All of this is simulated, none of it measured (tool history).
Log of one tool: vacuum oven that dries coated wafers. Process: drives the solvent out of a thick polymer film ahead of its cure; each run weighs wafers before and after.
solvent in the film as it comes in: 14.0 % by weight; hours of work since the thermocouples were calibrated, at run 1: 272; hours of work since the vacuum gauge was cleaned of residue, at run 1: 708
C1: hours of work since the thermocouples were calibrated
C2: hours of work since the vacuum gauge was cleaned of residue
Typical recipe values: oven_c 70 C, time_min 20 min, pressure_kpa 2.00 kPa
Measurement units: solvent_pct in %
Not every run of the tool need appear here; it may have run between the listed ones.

{"run": 1, "hour": 0.0, "oven_c": 70, "time_min": 20, "pressure_kpa": 2.0, "C1": 272, "C2": 708, "solvent_pct": 4.64}
{"run": 2, "hour": 37.9, "oven_c": 70, "time_min": 20, "pressure_kpa": 2.0, "C1": 297, "C2": 732, "solvent_pct": 4.66}
{"run": 3, "hour": 75.3, "oven_c": 70, "time_min": 20, "pressure_kpa": 2.0, "C1": 321, "C2": 756, "solvent_pct": 4.66}
{"run": 4, "hour": 108.6, "oven_c": 70, "time_min": 20, "pressure_kpa": 7.22, "C1": 342, "C2": 777, "solvent_pct": 12.8}
{"run": 5, "hour": 150.5, "oven_c": 70, "time_min": 20, "pressure_kpa": 7.22, "C1": 369, "C2": 804, "solvent_pct": 12.8}
{"run": 6, "hour": 186.2, "oven_c": 70, "time_min": 20, "pressure_kpa": 7.22, "C1": 392, "C2": 827, "solvent_pct": 12.66}
{"run": 7, "hour": 220.2, "oven_c": 70, "time_min": 20, "pressure_kpa": 7.22, "C1": 413, "C2": 849, "solvent_pct": 12.65}
{"run": 8, "hour": 255.6, "oven_c": 65, "time_min": 11, "pressure_kpa": 1.06, "C1": 436, "C2": 872, "solvent_pct": 6.65}
{"run": 9, "hour": 291.4, "oven_c": 59, "time_min": 20, "pressure_kpa": 1.06, "C1": 459, "C2": 895, "solvent_pct": 6.74}
{"run": 10, "hour": 314.2, "oven_c": 75, "time_min": 11, "pressure_kpa": 4.92, "C1": 474, "C2": 909, "solvent_pct": 8.11}
{"run": 11, "hour": 360.8, "oven_c": 75, "time_min": 11, "pressure_kpa": 4.92, "C1": 503, "C2": 939, "solvent_pct": 8.11}
{"run": 12, "hour": 396.7, "oven_c": 75, "time_min": 11, "pressure_kpa": 4.92, "C1": 526, "C2": 962, "solvent_pct": 7.98}
{"run": 13, "hour": 444.0, "oven_c": 57, "time_min": 14, "pressure_kpa": 3.84, "C1": 557, "C2": 992, "solvent_pct": 12.94}
{"run": 14, "hour": 496.2, "oven_c": 57, "time_min": 14, "pressure_kpa": 3.84, "C1": 590, "C2": 1026, "solvent_pct": 12.88}

Each row is a separate what-if for the run after 14, all from the same tool condition, not one after another. Results?
{"run": "A", "hour": 524.8, "oven_c": 70, "time_min": 20, "pressure_kpa": 2.94, "C1": 609, "C2": 1044, "solvent_pct": "?"}
{"run": "B", "hour": 524.8, "oven_c": 70, "time_min": 18, "pressure_kpa": 2.0, "C1": 609, "C2": 1044, "solvent_pct": "?"}
{"run": "C", "hour": 524.8, "oven_c": 62, "time_min": 34, "pressure_kpa": 2.07, "C1": 609, "C2": 1044, "solvent_pct": "?"}
{"run": "D", "hour": 524.8, "oven_c": 78, "time_min": 14, "pressure_kpa": 2.0, "C1": 609, "C2": 1044, "solvent_pct": "?"}
{"run": "E", "hour": 524.8, "oven_c": 70, "time_min": 17, "pressure_kpa": 1.49, "C1": 609, "C2": 1044, "solvent_pct": "?"}

run=A solvent_pct=6.08
run=B solvent_pct=4.85
run=C solvent_pct=6.20
run=D solvent_pct=3.25
run=E solvent_pct=4.24
Without the tool's unlogged condition, the same runs would have read:
run=A solvent_pct=6.05
run=B solvent_pct=4.82
run=C solvent_pct=6.12
run=D solvent_pct=3.22
run=E solvent_pct=4.20
